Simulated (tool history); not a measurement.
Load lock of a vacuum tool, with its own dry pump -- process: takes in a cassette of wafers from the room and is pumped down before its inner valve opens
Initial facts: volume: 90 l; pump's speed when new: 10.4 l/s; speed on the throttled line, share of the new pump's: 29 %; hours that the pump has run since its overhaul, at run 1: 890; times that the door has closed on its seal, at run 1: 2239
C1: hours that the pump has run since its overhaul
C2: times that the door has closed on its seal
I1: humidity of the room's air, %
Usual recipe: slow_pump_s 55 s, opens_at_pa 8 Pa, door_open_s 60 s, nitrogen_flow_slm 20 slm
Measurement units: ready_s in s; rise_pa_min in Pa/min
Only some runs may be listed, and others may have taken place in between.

run 1 hour=0 | slow_pump_s=55 opens_at_pa=8 door_open_s=60 nitrogen_flow_slm=20 | C1=890 C2=2239 | I1=45.2 | ready_s=121.8 rise_pa_min=0.043
run 2 hour=95.9 | slow_pump_s=55 opens_at_pa=8 door_open_s=60 nitrogen_flow_slm=20 | C1=986 C2=2563 | I1=43.5 | ready_s=122.7 rise_pa_min=0.048
run 3 hour=215.1 | slow_pump_s=55 opens_at_pa=8 door_open_s=60 nitrogen_flow_slm=20 | C1=1106 C2=2967 | I1=45.8 | ready_s=122.7 rise_pa_min=0.056
run 4 hour=286.3 | slow_pump_s=55 opens_at_pa=8 door_open_s=60 nitrogen_flow_slm=20 | C1=1177 C2=3208 | I1=41.4 | ready_s=122.4 rise_pa_min=0.051
run 5 hour=342.8 | slow_pump_s=55 opens_at_pa=8 door_open_s=60 nitrogen_flow_slm=20 | C1=1233 C2=3399 | I1=43 | ready_s=122 rise_pa_min=0.053
run 6 hour=420.1 | slow_pump_s=55 opens_at_pa=8 door_open_s=60 nitrogen_flow_slm=7 | C1=1311 C2=3661 | I1=42.9 | ready_s=122.4 rise_pa_min=0.064
run 7 hour=527.9 | slow_pump_s=55 opens_at_pa=8 door_open_s=41 nitrogen_flow_slm=20 | C1=1418 C2=4025 | I1=45.3 | ready_s=122.1 rise_pa_min=0.051
run 8 hour=653.5 | slow_pump_s=55 opens_at_pa=8 door_open_s=60 nitrogen_flow_slm=5 | C1=1544 C2=4451 | I1=45.9 | ready_s=123.6 rise_pa_min=0.085
run 9 hour=767 | slow_pump_s=55 opens_at_pa=8 door_open_s=60 nitrogen_flow_slm=5 | C1=1657 C2=4835 | I1=43 | ready_s=122.1 rise_pa_min=0.078
run 10 hour=863.6 | slow_pump_s=55 opens_at_pa=8 door_open_s=60 nitrogen_flow_slm=20 | C1=1754 C2=5162 | I1=47 | ready_s=122.9 rise_pa_min=0.072
run 11 hour=938.2 | slow_pump_s=55 opens_at_pa=8 door_open_s=60 nitrogen_flow_slm=20 | C1=1829 C2=5414 | I1=48 | ready_s=123.3 rise_pa_min=0.068
run 12 hour=1036.7 | slow_pump_s=55 opens_at_pa=8 door_open_s=60 nitrogen_flow_slm=20 | C1=1927 C2=5748 | I1=45.2 | ready_s=124.6 rise_pa_min=0.06
run 13 hour=1154.8 | slow_pump_s=55 opens_at_pa=8 door_open_s=60 nitrogen_flow_slm=20 | C1=2045 C2=6147 | I1=44.8 | ready_s=122.4 rise_pa_min=0.069
run 14 hour=1216.7 | slow_pump_s=41 opens_at_pa=8 door_open_s=60 nitrogen_flow_slm=20 | C1=2107 C2=6357 | I1=44.1 | ready_s=113.3 rise_pa_min=0.078
run 15 hour=1282.3 | slow_pump_s=41 opens_at_pa=8 door_open_s=60 nitrogen_flow_slm=20 | C1=2173 C2=6579 | I1=47 | ready_s=113.7 rise_pa_min=0.079
run 16 hour=1337.3 | slow_pump_s=41 opens_at_pa=8 door_open_s=60 nitrogen_flow_slm=20 | C1=2228 C2=6765 | I1=45.7 | ready_s=113.8 rise_pa_min=0.082
run 17 hour=1417.8 | slow_pump_s=41 opens_at_pa=10 door_open_s=60 nitrogen_flow_slm=20 | C1=2308 C2=7038 | I1=42.5 | ready_s=112.2 rise_pa_min=0.075
run 18 hour=1492.8 | slow_pump_s=100 opens_at_pa=8 door_open_s=109 nitrogen_flow_slm=20 | C1=2383 C2=7291 | I1=43.6 | ready_s=155.3 rise_pa_min=0.085
run 19 hour=1619.5 | slow_pump_s=29 opens_at_pa=7 door_open_s=75 nitrogen_flow_slm=10 | C1=2510 C2=7720 | I1=47.3 | ready_s=106.9 rise_pa_min=0.099
run 20 hour=1713.6 | slow_pump_s=29 opens_at_pa=7 door_open_s=75 nitrogen_flow_slm=10 | C1=2604 C2=8039 | I1=46.5 | ready_s=106.4 rise_pa_min=0.103
run 21 hour=1797.8 | slow_pump_s=41 opens_at_pa=8 door_open_s=50 nitrogen_flow_slm=12 | C1=2688 C2=8324 | I1=42.2 | ready_s=113.9 rise_pa_min=0.092
run 22 hour=1882.6 | slow_pump_s=61 opens_at_pa=13 door_open_s=60 nitrogen_flow_slm=20 | C1=2773 C2=8611 | I1=48.3 | ready_s=123.8 rise_pa_min=0.094
run 23 hour=1952.6 | slow_pump_s=95 opens_at_pa=8 door_open_s=60 nitrogen_flow_slm=20 | C1=2843 C2=8848 | I1=40 | ready_s=150.8 rise_pa_min=0.096
run 24 hour=2041.2 | slow_pump_s=55 opens_at_pa=8 door_open_s=64 nitrogen_flow_slm=13 | C1=2932 C2=9147 | I1=45.9 | ready_s=124.4 rise_pa_min=0.103
run 25 hour=2100.6 | slow_pump_s=55 opens_at_pa=8 door_open_s=64 nitrogen_flow_slm=13 | C1=2991 C2=9349 | I1=39.9 | ready_s=122.9 rise_pa_min=0.106
run 26 hour=2170.4 | slow_pump_s=55 opens_at_pa=8 door_open_s=64 nitrogen_flow_slm=13 | C1=3061 C2=9585 | I1=47.4 | ready_s=125.2 rise_pa_min=0.117
run 27 hour=2288.3 | slow_pump_s=55 opens_at_pa=8 door_open_s=64 nitrogen_flow_slm=13 | C1=3179 C2=9984 | I1=47.2 | ready_s=124 rise_pa_min=0.11
run 28 hour=2375.7 | slow_pump_s=55 opens_at_pa=8 door_open_s=60 nitrogen_flow_slm=26 | C1=3266 C2=10280 | I1=42.6 | ready_s=124.8 rise_pa_min=0.101
run 29 hour=2480.1 | slow_pump_s=54 opens_at_pa=10 door_open_s=60 nitrogen_flow_slm=8 | C1=3371 C2=10633 | I1=42.6 | ready_s=121.8 rise_pa_min=0.123
run 30 hour=2577.1 | slow_pump_s=54 opens_at_pa=10 door_open_s=60 nitrogen_flow_slm=8 | C1=3468 C2=10961 | I1=48.3 | ready_s=121.5 rise_pa_min=0.132
run 31 hour=2681.1 | slow_pump_s=78 opens_at_pa=10 door_open_s=60 nitrogen_flow_slm=6 | C1=3572 C2=11314 | I1=44.8 | ready_s=139.3 rise_pa_min=0.129
run 32 hour=2744.8 | slow_pump_s=78 opens_at_pa=10 door_open_s=60 nitrogen_flow_slm=6 | C1=3635 C2=11529 | I1=44.8 | ready_s=138.3 rise_pa_min=0.137
run 33 hour=2874 | slow_pump_s=51 opens_at_pa=8 door_open_s=25 nitrogen_flow_slm=11 | C1=3764 C2=11966 | I1=44.6 | ready_s=121.9 rise_pa_min=0.128

Below are 3 alternative next runs, each starting from the tool's condition after run 33. Predict each:
run A hour=2947.5 | slow_pump_s=71 opens_at_pa=8 door_open_s=194 nitrogen_flow_slm=11 | C1=3838 C2=12215 | I1=44.9 | ready_s=? rise_pa_min=?
run B hour=2947.5 | slow_pump_s=99 opens_at_pa=8 door_open_s=60 nitrogen_flow_slm=20 | C1=3838 C2=12215 | I1=44.1 | ready_s=? rise_pa_min=?
run C hour=2947.5 | slow_pump_s=55 opens_at_pa=8 door_open_s=92 nitrogen_flow_slm=34 | C1=3838 C2=12215 | I1=40.2 | ready_s=? rise_pa_min=?

run=A ready_s=134.7 rise_pa_min=0.16
run=B ready_s=155.6 rise_pa_min=0.122
run=C ready_s=125.7 rise_pa_min=0.117
What these runs would have given with no unlogged condition in the tool:
run=A ready_s=132.3 rise_pa_min=0.067
run=B ready_s=153.5 rise_pa_min=0.032
run=C ready_s=123.2 rise_pa_min=0.026
